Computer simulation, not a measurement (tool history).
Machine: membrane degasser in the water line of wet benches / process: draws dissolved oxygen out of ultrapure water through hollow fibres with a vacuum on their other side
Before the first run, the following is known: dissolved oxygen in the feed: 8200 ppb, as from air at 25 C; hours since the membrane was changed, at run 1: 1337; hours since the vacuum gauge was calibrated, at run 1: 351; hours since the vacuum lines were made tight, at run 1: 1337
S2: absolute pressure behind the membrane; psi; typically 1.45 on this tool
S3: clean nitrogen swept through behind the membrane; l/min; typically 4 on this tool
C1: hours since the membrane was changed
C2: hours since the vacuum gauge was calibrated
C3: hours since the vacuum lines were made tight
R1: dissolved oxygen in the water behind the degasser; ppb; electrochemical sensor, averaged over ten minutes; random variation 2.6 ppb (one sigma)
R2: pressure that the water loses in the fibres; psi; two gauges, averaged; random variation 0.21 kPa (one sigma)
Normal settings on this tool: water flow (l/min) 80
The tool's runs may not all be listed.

run 1 hour=0 | water_flow_(l/min)=80 S2=1.45 S3=4 | C1=1337 C2=351 C3=1337 | R1=383.5 R2=7.485
run 2 hour=152.3 | water_flow_(l/min)=80 S2=1.45 S3=4 | C1=1489 C2=503 C3=1489 | R1=386.8 R2=7.552
run 3 hour=325.2 | water_flow_(l/min)=80 S2=1.45 S3=4 | C1=1662 C2=676 C3=1662 | R1=385 R2=7.471
run 4 hour=496.1 | water_flow_(l/min)=80 S2=1.45 S3=4 | C1=1833 C2=847 C3=1833 | R1=388.4 R2=7.529
run 5 hour=648.2 | water_flow_(l/min)=80 S2=1.45 S3=2.13 | C1=1985 C2=999 C3=1985 | R1=588.9 R2=7.5
run 6 hour=815.7 | water_flow_(l/min)=80 S2=1.75 S3=2.13 | C1=2153 C2=1166 C3=2153 | R1=723 R2=7.488
run 7 hour=900.1 | water_flow_(l/min)=80 S2=1.9 S3=4 | C1=2237 C2=1251 C3=2237 | R1=515.3 R2=7.58
run 8 hour=1003.1 | water_flow_(l/min)=80 S2=1.9 S3=4 | C1=2340 C2=1354 C3=2340 | R1=510.7 R2=7.583
run 9 hour=1133.8 | water_flow_(l/min)=80 S2=1.9 S3=4 | C1=2471 C2=1485 C3=2471 | R1=512.2 R2=7.555
run 10 hour=1248.6 | water_flow_(l/min)=80 S2=1.9 S3=4 | C1=2586 C2=1599 C3=2586 | R1=515.3 R2=7.552
-- hour=1260.6 vacuum gauge calibrated
run 11 hour=1347.3 | water_flow_(l/min)=80 S2=1.45 S3=4 | C1=2684 C2=87 C3=2684 | R1=391.2 R2=7.545
run 12 hour=1490.9 | water_flow_(l/min)=80 S2=1.45 S3=4 | C1=2828 C2=230 C3=2828 | R1=387.5 R2=7.57
run 13 hour=1671.9 | water_flow_(l/min)=80 S2=1.45 S3=4 | C1=3009 C2=411 C3=3009 | R1=392.6 R2=7.568
-- hour=1777.2 seals of the vacuum lines changed
run 14 hour=1798.2 | water_flow_(l/min)=80 S2=1.45 S3=1.97 | C1=3133 C2=536 C3=21 | R1=622.8 R2=7.562
run 15 hour=1913.6 | water_flow_(l/min)=53 S2=1.45 S3=1.97 | C1=3248 C2=651 C3=136 | R1=395.4 R2=5.069
run 16 hour=2021.9 | water_flow_(l/min)=80 S2=1.45 S3=4 | C1=3357 C2=759 C3=245 | R1=394.7 R2=7.594
run 17 hour=2142.7 | water_flow_(l/min)=80 S2=1.45 S3=4 | C1=3477 C2=880 C3=366 | R1=397.4 R2=7.668
-- hour=2246.7 vacuum gauge calibrated, once more
run 18 hour=2281.8 | water_flow_(l/min)=63 S2=1.45 S3=2.62 | C1=3616 C2=35 C3=504 | R1=380.3 R2=5.999
run 19 hour=2393.3 | water_flow_(l/min)=82 S2=0.96 S3=6.23 | C1=3727 C2=147 C3=616 | R1=215.4 R2=7.847
run 20 hour=2493 | water_flow_(l/min)=82 S2=0.96 S3=6.23 | C1=3827 C2=246 C3=715 | R1=214.8 R2=7.831
run 21 hour=2581.3 | water_flow_(l/min)=60 S2=3.41 S3=6 | C1=3915 C2=335 C3=804 | R1=481.1 R2=5.759
run 22 hour=2729.4 | water_flow_(l/min)=60 S2=3.41 S3=6 | C1=4064 C2=483 C3=952 | R1=485.9 R2=5.728
run 23 hour=2810.4 | water_flow_(l/min)=80 S2=3.55 S3=10.4 | C1=4145 C2=564 C3=1033 | R1=479.2 R2=7.655
run 24 hour=2957.4 | water_flow_(l/min)=80 S2=3.6 S3=10.4 | C1=4291 C2=711 C3=1180 | R1=480.7 R2=7.639
run 25 hour=3100.2 | water_flow_(l/min)=80 S2=3.6 S3=10.4 | C1=4434 C2=853 C3=1322 | R1=480.4 R2=7.654
run 26 hour=3213.8 | water_flow_(l/min)=57 S2=3.6 S3=2.82 | C1=4548 C2=967 C3=1436 | R1=908.7 R2=5.481
run 27 hour=3288.8 | water_flow_(l/min)=80 S2=1.45 S3=4.63 | C1=4623 C2=1042 C3=1511 | R1=359.2 R2=7.658
run 28 hour=3424.7 | water_flow_(l/min)=55 S2=2.81 S3=3.52 | C1=4759 C2=1178 C3=1647 | R1=562.3 R2=5.259

The next listed run, before its measurement:
run 29 hour=3530.3 | water_flow_(l/min)=74 S2=1.33 S3=2.53 | C1=4864 C2=1284 C3=1753 | R1=? R2=?

Run 29 gave R1 434.1 ppb, R2 7.166 psi.
Take away the tool's hidden state, keep the run-to-run variation as it was, and the same run would have given R1 419 ppb, R2 6.92 psi.
